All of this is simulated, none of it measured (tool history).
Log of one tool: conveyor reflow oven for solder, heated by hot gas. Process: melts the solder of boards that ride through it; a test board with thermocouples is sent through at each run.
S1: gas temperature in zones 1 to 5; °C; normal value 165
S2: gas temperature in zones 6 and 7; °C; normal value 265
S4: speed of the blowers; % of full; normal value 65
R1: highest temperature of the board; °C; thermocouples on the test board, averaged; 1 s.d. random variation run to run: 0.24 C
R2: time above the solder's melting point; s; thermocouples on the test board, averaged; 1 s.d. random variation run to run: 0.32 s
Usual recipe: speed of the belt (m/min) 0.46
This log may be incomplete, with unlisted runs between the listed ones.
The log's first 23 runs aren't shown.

Run 24, day 8.567: usual settings but S1 162 °C, speed of the belt (m/min) 0.452. Result: R1 247.2 °C, R2 61.4 s.
Run 25, day 8.946: usual settings but S2 268 °C. Result: R1 249.8 °C, R2 63.9 s.
At day 9.162: belt drive overhauled, speed set with a stopwatch, once more.
Run 26, day 9.433: usual settings but S2 254 °C, speed of the belt (m/min) 0.532. Result: R1 232.7 °C, R2 33.2 s.
Run 27, day 9.85: usual settings but S1 163 °C, S2 256 °C, speed of the belt (m/min) 0.45, S4 60 % of full. Result: R1 237.9 °C, R2 48.7 s.
Run 28, day 10.4: usual settings but S1 163 °C, S2 256 °C, speed of the belt (m/min) 0.45, S4 60 % of full. Result: R1 238.3 °C, R2 48.6 s.
Run 29, day 10.638: usual settings but S1 172 °C, S2 256 °C, speed of the belt (m/min) 0.419, S4 71 % of full. Result: R1 244 °C, R2 67.6 s.
Run 30, day 11.058: usual settings but S4 76 % of full. Result: R1 249 °C, R2 62.4 s.
Run 31, day 11.571: usual settings but S1 177 °C, S2 269 °C, speed of the belt (m/min) 0.479. Result: R1 250.9 °C, R2 64.5 s.
Run 32, day 12.054: usual settings but S1 153 °C, S2 269 °C. Result: R1 247.5 °C, R2 55.9 s.

Below are 3 alternative next runs, each starting from the tool's condition after run 32. Predict each:
Run A, day 12.438: usual settings but S1 179 °C, S2 256 °C, S4 73 % of full. Result: R1 ?, R2 ?.
Run B, day 12.438: usual settings but S1 153 °C, S2 270 °C, speed of the belt (m/min) 0.413. Result: R1 ?, R2 ?.
Run C, day 12.438: usual settings but S1 153 °C, S2 269 °C, speed of the belt (m/min) 0.538. Result: R1 ?, R2 ?.

run     R1    R2
  A  242.7  62.2
  B    253  68.1
  C  240.9  39.5
Stripped of hidden state, with their random variation kept, the same runs would have yielded:
run     R1    R2
  A  244.7  65.4
  B  255.5  71.2
  C  244.3  43.6

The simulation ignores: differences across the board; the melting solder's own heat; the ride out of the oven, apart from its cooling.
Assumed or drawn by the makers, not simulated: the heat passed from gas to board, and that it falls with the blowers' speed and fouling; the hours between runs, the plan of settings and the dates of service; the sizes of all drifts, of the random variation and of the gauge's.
